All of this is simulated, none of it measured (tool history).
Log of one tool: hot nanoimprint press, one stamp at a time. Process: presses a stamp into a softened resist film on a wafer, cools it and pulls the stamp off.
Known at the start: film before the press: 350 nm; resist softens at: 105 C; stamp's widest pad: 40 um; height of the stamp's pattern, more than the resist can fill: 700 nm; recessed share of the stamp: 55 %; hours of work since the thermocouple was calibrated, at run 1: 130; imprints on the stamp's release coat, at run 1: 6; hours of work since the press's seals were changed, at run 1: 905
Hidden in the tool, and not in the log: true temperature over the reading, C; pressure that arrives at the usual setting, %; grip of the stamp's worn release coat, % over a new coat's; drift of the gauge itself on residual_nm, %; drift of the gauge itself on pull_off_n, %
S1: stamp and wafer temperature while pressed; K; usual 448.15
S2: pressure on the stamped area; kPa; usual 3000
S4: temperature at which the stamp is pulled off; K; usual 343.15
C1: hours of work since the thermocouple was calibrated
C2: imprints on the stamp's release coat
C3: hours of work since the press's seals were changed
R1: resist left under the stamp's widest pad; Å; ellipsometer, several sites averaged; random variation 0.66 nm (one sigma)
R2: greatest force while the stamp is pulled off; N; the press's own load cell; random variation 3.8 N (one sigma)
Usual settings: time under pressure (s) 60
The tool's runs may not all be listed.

{"run": 1, "hour": 0.0, "S1": 448.15, "S2": 3000, "time under pressure (s)": 60, "S4": 343.15, "C1": 130, "C2": 6, "C3": 905, "R1": 1454, "R2": 181}
{"run": 2, "hour": 39.1, "S1": 448.15, "S2": 3000, "time under pressure (s)": 60, "S4": 343.15, "C1": 154, "C2": 177, "C3": 930, "R1": 1455, "R2": 192}
{"run": 3, "hour": 79.8, "S1": 454.15, "S2": 3000, "time under pressure (s)": 60, "S4": 343.15, "C1": 180, "C2": 355, "C3": 956, "R1": 1198, "R2": 184}
{"run": 4, "hour": 106.2, "S1": 448.15, "S2": 3000, "time under pressure (s)": 60, "S4": 343.15, "C1": 197, "C2": 470, "C3": 973, "R1": 1432, "R2": 188}
{"run": 5, "hour": 154.1, "S1": 438.15, "S2": 3000, "time under pressure (s)": 60, "S4": 343.15, "C1": 227, "C2": 679, "C3": 1003, "R1": 1964, "R2": 186}
{"run": 6, "hour": 194.4, "S1": 438.15, "S2": 3000, "time under pressure (s)": 60, "S4": 343.15, "C1": 253, "C2": 855, "C3": 1029, "R1": 1959, "R2": 184}
{"run": 7, "hour": 256.2, "S1": 448.15, "S2": 3000, "time under pressure (s)": 60, "S4": 343.15, "C1": 292, "C2": 1125, "C3": 1068, "R1": 1436, "R2": 182}
{"run": 8, "hour": 287.8, "S1": 448.15, "S2": 3000, "time under pressure (s)": 60, "S4": 343.15, "C1": 312, "C2": 1263, "C3": 1088, "R1": 1422, "R2": 188}
{"run": 9, "hour": 323.8, "S1": 448.15, "S2": 3000, "time under pressure (s)": 60, "S4": 343.15, "C1": 335, "C2": 1420, "C3": 1111, "R1": 1431, "R2": 189}
{"run": 10, "hour": 358.4, "S1": 448.15, "S2": 3000, "time under pressure (s)": 60, "S4": 343.15, "C1": 357, "C2": 1571, "C3": 1133, "R1": 1422, "R2": 188}
{"run": 11, "hour": 416.0, "S1": 448.15, "S2": 3000, "time under pressure (s)": 60, "S4": 343.15, "C1": 394, "C2": 1823, "C3": 1169, "R1": 1427, "R2": 188}
{"run": 12, "hour": 469.1, "S1": 446.15, "S2": 3790, "time under pressure (s)": 68, "S4": 332.15, "C1": 428, "C2": 2055, "C3": 1203, "R1": 1269, "R2": 210}
{"run": 13, "hour": 514.2, "S1": 446.15, "S2": 3790, "time under pressure (s)": 68, "S4": 332.15, "C1": 456, "C2": 2251, "C3": 1232, "R1": 1276, "R2": 212}
{"hour": 549.5, "done": "plate thermocouple calibrated"}
{"hour": 555.5, "done": "stamp cleaned and given a new release coat"}
{"run": 14, "hour": 557.1, "S1": 436.15, "S2": 3790, "time under pressure (s)": 68, "S4": 341.15, "C1": 1, "C2": 7, "C3": 1253, "R1": 1769, "R2": 195}
{"hour": 562.4, "done": "gauge calibrated"}
{"run": 15, "hour": 589.9, "S1": 440.15, "S2": 3000, "time under pressure (s)": 63, "S4": 337.15, "C1": 22, "C2": 150, "C3": 1274, "R1": 1832, "R2": 187}
{"hour": 647.2, "done": "press's hydraulic seals changed and the load cell set to zero"}
{"run": 16, "hour": 659.1, "S1": 448.15, "S2": 4490, "time under pressure (s)": 60, "S4": 343.15, "C1": 61, "C2": 418, "C3": 8, "R1": 1151, "R2": 183}
{"run": 17, "hour": 691.6, "S1": 448.15, "S2": 4490, "time under pressure (s)": 35, "S4": 338.15, "C1": 81, "C2": 560, "C3": 28, "R1": 1412, "R2": 191}
{"run": 18, "hour": 722.9, "S1": 440.15, "S2": 4670, "time under pressure (s)": 34, "S4": 334.15, "C1": 101, "C2": 696, "C3": 48, "R1": 1798, "R2": 203}
{"run": 19, "hour": 759.5, "S1": 451.15, "S2": 2810, "time under pressure (s)": 60, "S4": 343.15, "C1": 125, "C2": 856, "C3": 71, "R1": 1361, "R2": 182}

Forecast each of these 5 alternatives for the next run:
{"run": "A", "hour": 798.3, "S1": 455.15, "S2": 3000, "time under pressure (s)": 91, "S4": 330.15, "C1": 149, "C2": 1025, "C3": 96, "R1": "?", "R2": "?"}
{"run": "B", "hour": 798.3, "S1": 448.15, "S2": 3000, "time under pressure (s)": 50, "S4": 338.15, "C1": 149, "C2": 1025, "C3": 96, "R1": "?", "R2": "?"}
{"run": "C", "hour": 798.3, "S1": 453.15, "S2": 3000, "time under pressure (s)": 60, "S4": 343.15, "C1": 149, "C2": 1025, "C3": 96, "R1": "?", "R2": "?"}
{"run": "D", "hour": 798.3, "S1": 451.15, "S2": 2410, "time under pressure (s)": 60, "S4": 343.15, "C1": 149, "C2": 1025, "C3": 96, "R1": "?", "R2": "?"}
{"run": "E", "hour": 798.3, "S1": 455.15, "S2": 2430, "time under pressure (s)": 60, "S4": 334.15, "C1": 149, "C2": 1025, "C3": 96, "R1": "?", "R2": "?"}

run=A R1=987 R2=210
run=B R1=1524 R2=196
run=C R1=1232 R2=180
run=D R1=1460 R2=190
run=E R1=1297 R2=208
Without the tool's hidden state the same runs would have given:
run=A R1=996 R2=209
run=B R1=1538 R2=195
run=C R1=1244 R2=179
run=D R1=1474 R2=189
run=E R1=1310 R2=207

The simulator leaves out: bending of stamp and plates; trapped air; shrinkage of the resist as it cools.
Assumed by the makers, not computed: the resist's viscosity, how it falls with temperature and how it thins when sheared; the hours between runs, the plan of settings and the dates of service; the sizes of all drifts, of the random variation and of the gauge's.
